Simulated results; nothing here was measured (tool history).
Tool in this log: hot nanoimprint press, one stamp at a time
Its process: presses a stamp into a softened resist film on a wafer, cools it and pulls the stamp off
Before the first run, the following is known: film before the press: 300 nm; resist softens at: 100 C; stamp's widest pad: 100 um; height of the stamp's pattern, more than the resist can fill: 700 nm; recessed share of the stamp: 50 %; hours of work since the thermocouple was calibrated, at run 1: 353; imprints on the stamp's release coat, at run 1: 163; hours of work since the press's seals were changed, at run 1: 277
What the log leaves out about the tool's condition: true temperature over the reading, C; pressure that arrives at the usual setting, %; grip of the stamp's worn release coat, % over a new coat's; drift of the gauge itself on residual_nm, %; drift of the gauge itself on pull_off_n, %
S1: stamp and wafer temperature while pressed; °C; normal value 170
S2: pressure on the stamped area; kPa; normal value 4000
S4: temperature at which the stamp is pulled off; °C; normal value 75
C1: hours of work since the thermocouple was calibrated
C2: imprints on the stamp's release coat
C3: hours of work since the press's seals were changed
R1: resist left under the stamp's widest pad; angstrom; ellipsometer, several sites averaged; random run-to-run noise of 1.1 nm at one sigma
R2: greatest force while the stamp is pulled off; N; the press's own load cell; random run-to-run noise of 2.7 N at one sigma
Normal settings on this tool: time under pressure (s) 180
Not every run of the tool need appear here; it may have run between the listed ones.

Run 1, hour 0: usual settings; C1 353; C2 163; C3 277. Result: R1 1545 angstrom, R2 128 N.
Run 2, hour 8.5: usual settings; C1 359; C2 192; C3 283. Result: R1 1541 angstrom, R2 124 N.
Run 3, hour 15.4: usual settings but S4 74 °C; C1 364; C2 216; C3 288. Result: R1 1543 angstrom, R2 130 N.
Run 4, hour 26.9: usual settings but S4 74 °C; C1 372; C2 255; C3 296. Result: R1 1550 angstrom, R2 126 N.
Run 5, hour 35.5: usual settings but S4 74 °C; C1 378; C2 285; C3 302. Result: R1 1536 angstrom, R2 130 N.
Run 6, hour 41.1: usual settings but S1 169 °C; C1 382; C2 304; C3 306. Result: R1 1609 angstrom, R2 129 N.
Run 7, hour 52.6: usual settings but S4 72 °C; C1 390; C2 344; C3 314. Result: R1 1568 angstrom, R2 131 N.
Run 8, hour 60.4: usual settings but S4 72 °C; C1 396; C2 371; C3 319. Result: R1 1560 angstrom, R2 136 N.
Run 9, hour 69.6: usual settings but S4 72 °C; C1 402; C2 402; C3 326. Result: R1 1560 angstrom, R2 134 N.
Run 10, hour 74.7: usual settings but S4 72 °C; C1 406; C2 420; C3 329. Result: R1 1559 angstrom, R2 133 N.
Run 11, hour 84.9: usual settings but S4 72 °C; C1 413; C2 455; C3 336. Result: R1 1540 angstrom, R2 135 N.
Run 12, hour 94.7: usual settings but S4 72 °C; C1 420; C2 489; C3 343. Result: R1 1534 angstrom, R2 130 N.
Run 13, hour 100.9: usual settings but S4 72 °C; C1 424; C2 510; C3 348. Result: R1 1558 angstrom, R2 133 N.
At hour 104.7: plate thermocouple calibrated.
Run 14, hour 113.5: usual settings but S4 72 °C; C1 6; C2 543; C3 354. Result: R1 1521 angstrom, R2 132 N.
Run 15, hour 124: usual settings but S4 72 °C; C1 14; C2 579; C3 362. Result: R1 1523 angstrom, R2 133 N.
Run 16, hour 129: usual settings but S1 179 °C, S2 5490 kPa, time under pressure (s) 103, S4 70 °C; C1 17; C2 596; C3 365. Result: R1 1138 angstrom, R2 139 N.
Run 17, hour 137.4: usual settings but S1 168 °C, S2 3670 kPa, time under pressure (s) 204; C1 23; C2 625; C3 371. Result: R1 1649 angstrom, R2 124 N.
Run 18, hour 145.7: usual settings but S1 168 °C, S2 3670 kPa, time under pressure (s) 204; C1 29; C2 654; C3 377. Result: R1 1653 angstrom, R2 128 N.
Run 19, hour 156.1: usual settings but S4 62 °C; C1 36; C2 690; C3 384. Result: R1 1547 angstrom, R2 156 N.
Run 20, hour 163.6: usual settings but S1 169 °C, S2 4420 kPa; C1 41; C2 715; C3 389. Result: R1 1532 angstrom, R2 126 N.
Run 21, hour 168.9: usual settings but S1 169 °C, S2 4420 kPa; C1 45; C2 734; C3 393. Result: R1 1554 angstrom, R2 129 N.
Run 22, hour 178.4: usual settings but S1 172 °C, S2 5740 kPa; C1 52; C2 766; C3 400. Result: R1 1230 angstrom, R2 120 N.
Run 23, hour 189.7: usual settings but S2 2920 kPa; C1 60; C2 805; C3 408. Result: R1 1742 angstrom, R2 122 N.
Run 24, hour 197.4: usual settings but S2 5830 kPa, time under pressure (s) 353; C1 65; C2 832; C3 413. Result: R1 997 angstrom, R2 124 N.
Run 25, hour 202.3: usual settings but S2 5830 kPa, time under pressure (s) 190; C1 69; C2 848; C3 417. Result: R1 1292 angstrom, R2 130 N.
Run 26, hour 211.7: usual settings but S2 5830 kPa, time under pressure (s) 190; C1 75; C2 881; C3 423. Result: R1 1295 angstrom, R2 126 N.
Run 27, hour 222.2: usual settings but S2 5830 kPa, time under pressure (s) 190; C1 83; C2 917; C3 431. Result: R1 1295 angstrom, R2 123 N.
Run 28, hour 227.4: usual settings but time under pressure (s) 108; C1 86; C2 935; C3 434. Result: R1 1809 angstrom, R2 125 N.
Run 29, hour 232.4: usual settings but time under pressure (s) 108; C1 90; C2 952; C3 438. Result: R1 1817 angstrom, R2 121 N.
Run 30, hour 237.8: usual settings but S1 173 °C, S2 4500 kPa, time under pressure (s) 97, S4 63 °C; C1 94; C2 971; C3 442. Result: R1 1640 angstrom, R2 158 N.

Here are 3 independent what-if runs from the current tool condition. What would each one return?
Run A, hour 243.7: usual settings but S2 4010 kPa, time under pressure (s) 130; C1 98; C2 991; C3 446. Result: R1 ?, R2 ?.
Run B, hour 243.7: usual settings but S1 174 °C, S2 2700 kPa, time under pressure (s) 97, S4 63 °C; C1 98; C2 991; C3 446. Result: R1 ?, R2 ?.
Run C, hour 243.7: usual settings but S1 159 °C, S2 4240 kPa, time under pressure (s) 318, S4 63 °C; C1 98; C2 991; C3 446. Result: R1 ?, R2 ?.

run    R1   R2
  A  1710  128
  B  1872  157
  C  1958  157
Without the tool's hidden state the same runs would have given:
run    R1   R2
  A  1708  126
  B  1870  155
  C  1955  155
